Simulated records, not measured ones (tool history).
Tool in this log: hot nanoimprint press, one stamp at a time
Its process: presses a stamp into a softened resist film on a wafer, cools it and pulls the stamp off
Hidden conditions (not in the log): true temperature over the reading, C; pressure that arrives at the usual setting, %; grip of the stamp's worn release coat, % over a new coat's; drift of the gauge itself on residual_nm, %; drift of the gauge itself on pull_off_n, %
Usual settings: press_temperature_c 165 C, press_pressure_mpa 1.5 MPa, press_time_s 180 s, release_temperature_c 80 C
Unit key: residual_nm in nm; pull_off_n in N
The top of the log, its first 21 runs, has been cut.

run	hour	press_temperature_c	press_pressure_mpa	press_time_s	release_temperature_c	hours of work since the thermocouple was calibrated	imprints on the stamp's release coat	hours of work since the press's seals were changed	residual_nm	pull_off_n
22	273	165	1.5	285	66	56	1289	359	348.6	125
23	289.1	163	1.2	97	77	63	1332	366	552	110
24	305.9	163	1.2	97	77	70	1377	373	554.7	118
25	324.4	163	1.2	97	77	78	1427	381	552.6	113
26	340.5	163	1.2	97	77	85	1470	388	552.1	113
27	358.3	163	1.77	97	87	92	1517	396	499.4	98
28	368.7	163	1.77	97	87	97	1545	400	501.3	105
29	379.2	163	1.77	97	87	101	1573	404	500.2	99
30	394.7	154	1.03	277	78	108	1614	411	613.8	115

3 options for the next run, each taken on its own from the tool as it stands now. Forecast them:
# hour 401.6: stamp cleaned and given a new release coat
A	409.9	154	1.03	277	65	112	22	415	?	?
# hour 401.6: stamp cleaned and given a new release coat
B	409.9	154	1.03	113	83	112	22	415	?	?
# hour 401.6: stamp cleaned and given a new release coat
C	409.9	174	1.03	310	74	112	22	415	?	?

run	residual_nm	pull_off_n
A	613	121
B	664	103
C	250	116
With the hidden condition removed and each run's random variation left untouched, the same runs would have given:
run	residual_nm	pull_off_n
A	604.5	121
B	654.7	103
C	246.6	116
